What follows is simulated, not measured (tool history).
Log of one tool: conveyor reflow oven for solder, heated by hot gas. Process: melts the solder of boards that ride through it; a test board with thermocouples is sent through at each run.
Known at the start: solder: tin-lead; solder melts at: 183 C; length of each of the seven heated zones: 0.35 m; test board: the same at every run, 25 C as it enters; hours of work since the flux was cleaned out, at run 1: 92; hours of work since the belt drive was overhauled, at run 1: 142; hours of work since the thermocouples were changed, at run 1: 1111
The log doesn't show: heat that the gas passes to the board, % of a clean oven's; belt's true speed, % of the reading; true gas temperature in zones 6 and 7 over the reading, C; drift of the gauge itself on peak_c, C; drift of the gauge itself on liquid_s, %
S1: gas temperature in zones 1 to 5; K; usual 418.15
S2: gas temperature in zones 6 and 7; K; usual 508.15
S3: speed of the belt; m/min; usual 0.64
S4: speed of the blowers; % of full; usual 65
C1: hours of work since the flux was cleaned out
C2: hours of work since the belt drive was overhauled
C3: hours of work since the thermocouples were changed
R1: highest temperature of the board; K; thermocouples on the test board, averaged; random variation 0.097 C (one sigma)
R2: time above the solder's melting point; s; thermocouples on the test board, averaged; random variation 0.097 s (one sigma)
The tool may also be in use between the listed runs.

run	hour	S1	S2	S3	S4	C1	C2	C3	R1	R2
1	0	418.15	508.15	0.64	65	92	142	1111	491.29	51.52
2	30.6	418.15	508.15	0.64	65	109	159	1129	491.13	51.5
3	84.7	418.15	521.15	0.64	65	140	190	1160	501.92	57.86
# hour 103.5: thermocouples of zones 6 and 7 changed
4	131.7	418.15	508.15	0.64	65	166	216	16	487.77	48.97
# hour 195.9: flux residue cleaned out of gas plates and filters
5	195.9	418.15	508.15	0.64	65	0	250	50	489.84	50.94
6	244.7	418.15	508.15	0.64	65	28	279	78	489.63	50.68
7	302.4	418.15	508.15	0.64	80	61	312	112	493.22	53.59
8	340.3	418.15	508.15	0.59	65	83	334	134	491.88	57.07
9	391.5	418.15	508.15	0.59	65	113	363	163	491.48	57.1
10	419.2	432.15	508.15	0.59	65	129	379	179	494.28	64.66
11	482.2	418.15	508.15	0.566	65	165	415	215	492.5	60.51
12	540.3	418.15	508.15	0.566	65	198	449	249	492.79	60.47
# hour 549.6: flux residue cleaned out of gas plates and filters
# hour 553.6: belt drive overhauled, speed set with a stopwatch
13	614	403.15	508.15	0.566	65	35	35	286	491.75	55.36
# hour 659.3: belt drive overhauled, speed set with a stopwatch, once more
14	664.6	403.15	508.15	0.566	65	62	3	313	490.83	53.47
15	727.2	403.15	508.15	0.566	65	98	39	349	490.44	53.09
16	777	425.15	500.15	0.566	65	126	68	378	487.59	59.07
17	811.7	431.15	517.15	0.545	85	146	88	398	507.72	75.96
18	839.2	431.15	517.15	0.545	85	162	104	413	507.94	75.97
19	887.7	431.15	517.15	0.545	85	190	132	441	507.74	76.09
# hour 911.5: flux residue cleaned out of gas plates and filters
20	929.7	414.15	505.15	0.615	65	10	153	463	488.51	50.49
21	982	417.15	505.15	0.615	75	41	183	493	491.33	54
22	1020.8	417.15	505.15	0.615	75	63	205	515	491.23	53.97
23	1073.8	425.15	505.15	0.615	75	93	236	546	492.36	57.76
24	1126.5	417.15	501.15	0.595	61	124	266	576	484.99	50.71
25	1169.3	418.15	508.15	0.73	63	149	291	601	483.58	39.31
26	1225.1	418.15	514.15	0.64	71	181	323	633	495.74	54.8
# hour 1267.3: flux residue cleaned out of gas plates and filters
27	1280	418.15	514.15	0.64	71	7	352	662	497.76	55.94
28	1329.4	418.15	514.15	0.571	53	36	380	690	495.99	61.66
29	1374.1	418.15	514.15	0.571	53	62	406	716	495.97	61.59

Forecast each of these 5 alternatives for the next run:
A	1436.9	420.15	514.15	0.64	65	98	442	752	?	?
B	1436.9	418.15	514.15	0.571	53	98	442	752	?	?
C	1436.9	418.15	508.15	0.64	88	98	442	752	?	?
D	1436.9	418.15	514.15	0.571	57	98	442	752	?	?
E	1436.9	421.15	508.15	0.64	65	98	442	752	?	?

run	R1	R2
A	495.87	55.43
B	495.66	61.29
C	495.62	55.42
D	497.05	62.33
E	491.03	52.89
Without the tool's hidden state the same runs would have given:
run	R1	R2
A	494.99	54.29
B	494.51	59.79
C	494.79	54.43
D	495.94	60.89
E	490.11	51.74

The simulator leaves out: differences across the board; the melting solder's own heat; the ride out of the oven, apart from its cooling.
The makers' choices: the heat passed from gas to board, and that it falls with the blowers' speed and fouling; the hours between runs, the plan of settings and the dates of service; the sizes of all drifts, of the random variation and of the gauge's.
